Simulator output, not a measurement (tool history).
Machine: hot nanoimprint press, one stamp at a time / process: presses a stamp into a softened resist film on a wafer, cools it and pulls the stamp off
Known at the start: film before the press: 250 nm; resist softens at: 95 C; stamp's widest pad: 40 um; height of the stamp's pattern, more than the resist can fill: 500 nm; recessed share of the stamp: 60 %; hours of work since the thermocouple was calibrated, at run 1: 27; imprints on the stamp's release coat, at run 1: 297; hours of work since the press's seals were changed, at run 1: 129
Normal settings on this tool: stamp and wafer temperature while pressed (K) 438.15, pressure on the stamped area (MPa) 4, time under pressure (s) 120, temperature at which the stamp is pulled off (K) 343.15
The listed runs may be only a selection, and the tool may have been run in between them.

| run | hour | stamp and wafer temperature while pressed (K) | pressure on the stamped area (MPa) | time under pressure (s) | temperature at which the stamp is pulled off (K) | hours of work since the thermocouple was calibrated | imprints on the stamp's release coat | hours of work since the press's seals were changed | resist left under the stamp's widest pad (nm) | greatest force while the stamp is pulled off (N) |
|---|---|---|---|---|---|---|---|---|---|---|
| 1 | 0 | 438.15 | 4 | 120 | 343.15 | 27 | 297 | 129 | 142.9 | 115 |
| 2 | 16.8 | 438.15 | 4 | 120 | 331.15 | 34 | 350 | 136 | 145.5 | 147 |
| 3 | 37.5 | 438.15 | 4 | 120 | 331.15 | 43 | 416 | 146 | 145.5 | 149 |
| 4 | 47 | 438.15 | 4 | 120 | 343.15 | 48 | 446 | 150 | 142.8 | 122 |
| 5 | 66.8 | 438.15 | 4 | 120 | 343.15 | 56 | 509 | 159 | 144.2 | 125 |
| 6 | 79.6 | 438.15 | 4.49 | 120 | 343.15 | 62 | 550 | 164 | 137.3 | 126 |
| 7 | 98 | 438.15 | 4.49 | 120 | 343.15 | 70 | 608 | 172 | 136.7 | 124 |
| 8 | 116.8 | 438.15 | 4.49 | 120 | 343.15 | 79 | 667 | 181 | 137.7 | 121 |
| 9 | 130.1 | 432.15 | 4 | 120 | 343.15 | 84 | 710 | 187 | 177.6 | 130 |
| 10 | 148.1 | 432.15 | 4 | 120 | 343.15 | 92 | 767 | 195 | 176.5 | 124 |
| 11 | 162.7 | 432.15 | 4 | 120 | 343.15 | 99 | 813 | 201 | 177.2 | 129 |
| 12 | 172 | 438.15 | 4 | 120 | 343.15 | 103 | 843 | 205 | 147 | 127 |
| 13 | 181.8 | 438.15 | 4 | 120 | 343.15 | 107 | 874 | 210 | 147.3 | 130 |
| 14 | 191.9 | 438.15 | 5.29 | 108 | 332.15 | 112 | 906 | 214 | 130.2 | 153 |
| 15 | 208.1 | 438.15 | 5.29 | 108 | 332.15 | 119 | 957 | 221 | 131.8 | 160 |
| 16 | 221.2 | 438.15 | 5.29 | 108 | 332.15 | 125 | 999 | 227 | 130.8 | 159 |
| 17 | 231.6 | 444.15 | 4 | 120 | 340.15 | 130 | 1032 | 232 | 120.3 | 140 |
| 18 | 246.3 | 444.15 | 4 | 120 | 340.15 | 136 | 1078 | 238 | 118.5 | 142 |

Run 19, settings as shown, results not yet in. Your forecast:
| 19 | 263.4 | 439.15 | 2.89 | 122 | 347.15 | 144 | 1132 | 246 | ? | ? |

resist left under the stamp's widest pad (nm): 164.8
greatest force while the stamp is pulled off (N): 123
With the hidden condition absent and the run-to-run variation left alone, this run would have shown resist left under the stamp's widest pad (nm) 161.3, greatest force while the stamp is pulled off (N) 102.
